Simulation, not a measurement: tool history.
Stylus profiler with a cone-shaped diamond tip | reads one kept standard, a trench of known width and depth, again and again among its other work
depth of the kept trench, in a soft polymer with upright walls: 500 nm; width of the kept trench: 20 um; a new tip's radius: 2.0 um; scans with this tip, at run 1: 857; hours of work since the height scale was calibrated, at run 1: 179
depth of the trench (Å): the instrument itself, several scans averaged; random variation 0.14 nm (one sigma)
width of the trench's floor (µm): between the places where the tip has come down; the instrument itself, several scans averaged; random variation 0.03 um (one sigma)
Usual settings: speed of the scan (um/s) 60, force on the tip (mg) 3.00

run     day  speed of the scan (um/s)  force on the tip (mg)  scans with this tip  hours of work since the height scale was calibrated  depth of the trench (Å)  width of the trench's floor (µm)
  1   0.000                        60                   3.00                  857                                                  179                   5092.3                             17.01
  2   1.317                        60                   3.00                  930                                                  194                   5089.3                             17.05
  3   2.450                        17                   3.00                  993                                                  208                   5092.8                             17.17
  4   3.450                        22                   3.00                 1048                                                  219                   5091.8                             17.20
  5   5.646                        22                   3.00                 1170                                                  245                   5091.4                             17.11
  6   6.662                        22                   3.00                 1227                                                  257                   5092.3                             17.09
  7   8.529                        60                   3.00                 1330                                                  278                   5089.3                             17.01
  8  10.046                        60                   3.00                 1415                                                  296                   5088.1                             17.00
  9  11.417                        60                   8.66                 1491                                                  312                   5187.4                             17.06
 10  13.212                        60                   8.66                 1591                                                  333                   5186.1                             16.99
 11  14.296                        60                   8.66                 1651                                                  345                   5188.6                             17.05
 12  15.875                        60                   3.00                 1739                                                  364                   5087.7                             17.00
 13  17.167                        60                   3.00                 1810                                                  379                   5088.6                             16.94
 14  18.646                        60                   3.00                 1893                                                  396                   5087.8                             16.95
 15  19.833                        36                   3.00                 1958                                                  410                   5087.7                             17.01
 16  21.438                        51                   3.00                 2048                                                  428                   5088.0                             16.93
 17  22.771                        51                   3.00                 2122                                                  444                   5090.3                             16.97
 18  24.221                        51                   3.00                 2202                                                  461                   5089.6                             16.98
 19  25.375                        60                   1.13                 2266                                                  474                   5044.2                             16.74
 20  27.196                        60                   1.13                 2367                                                  495                   5041.7                             16.72
 21  29.379                        60                   1.13                 2489                                                  521                   5041.1                             16.71
 22  30.846                        60                   5.71                 2570                                                  538                   5136.0                             16.93
 23  31.942                        60                   4.95                 2631                                                  550                   5123.3                             16.90
 24  33.096                        60                   4.95                 2695                                                  564                   5124.3                             16.94
 25  34.421                        60                   3.03                 2769                                                  579                   5087.5                             16.88
 26  35.404                        51                   2.69                 2824                                                  591                   5078.9                             16.90
 27  37.467                        65                   5.11                 2938                                                  614                   5128.4                             16.93
 28  39.033                        56                   8.06                 3025                                                  633                   5173.2                             16.91
 29  40.008                        24                   3.62                 3079                                                  644                   5100.6                             16.98
 30  41.721                        65                   2.05                 3175                                                  664                   5064.9                             16.76
 31  43.071                        20                   4.69                 3250                                                  680                   5115.9                             16.97
 32  45.188                        40                   4.69                 3367                                                  704                   5116.7                             16.91
 33  46.562                        40                   4.69                 3444                                                  720                   5116.0                             16.87
 34  47.846                        60                   1.69                 3515                                                  735                   5055.1                             16.77
 35  49.338                       184                   1.63                 3598                                                  752                   5050.2                             16.12
 36  50.217                       184                   1.63                 3647                                                  763                   5051.1                             16.07
 37  51.846                        60                   1.92                 3737                                                  782                   5057.8                             16.74
 38  52.771                        39                   4.59                 3789                                                  792                   5109.6                             16.89
 39  54.242                        39                   4.59                 3870                                                  809                   5114.8                             16.89
 40  55.950                       110                   5.91                 3965                                                  829                   5138.5                             16.70
 41  57.729                        32                   1.42                 4064                                                  850                   5048.7                             16.71
 42  59.242                        32                   1.42                 4148                                                  868                   5043.7                             16.76
 43  60.725                       132                   3.00                 4231                                                  885                   5083.4                             16.50
 44  62.821                        82                   1.41                 4347                                                  909                   5044.4                             16.54
 45  64.825                        82                   1.41                 4458                                                  932                   5039.7                             16.50
 46  66.288                       231                   4.76                 4539                                                  949                   5115.7                             16.28
 47  67.192                       231                   4.76                 4590                                                  960                   5113.5                             16.23

Hidden state or all else? Some run-to-run changes of depth of the trench (Å), split into what the settings, what came in and random variation would give without the hidden state, and what is left for the hidden state (with any gauge scatter that isn't in both results):
The hidden state here: radius of the tip, um; height scale over the true one, %; drift of the gauge itself on depth_nm, %; drift of the gauge itself on floor_um, %.
Run 4 -> 5: no setting changed, nothing entered. depth of the trench (Å) -0.4: hidden state -0.4, all else +0.0.
Run 8 -> 9: force on the tip (mg) 3.00 -> 8.66. depth of the trench (Å) +99.3: hidden state -0.3, all else +99.6.
Run 11 -> 12: force on the tip (mg) 8.66 -> 3.00. depth of the trench (Å) -100.9: hidden state -0.2, all else -100.7.
Run 21 -> 22: force on the tip (mg) 1.13 -> 5.71. depth of the trench (Å) +94.9: hidden state -0.4, all else +95.3.
Run 26 -> 27: speed of the scan (um/s) 51 -> 65, force on the tip (mg) 2.69 -> 5.11. depth of the trench (Å) +49.5: hidden state -0.4, all else +49.9.

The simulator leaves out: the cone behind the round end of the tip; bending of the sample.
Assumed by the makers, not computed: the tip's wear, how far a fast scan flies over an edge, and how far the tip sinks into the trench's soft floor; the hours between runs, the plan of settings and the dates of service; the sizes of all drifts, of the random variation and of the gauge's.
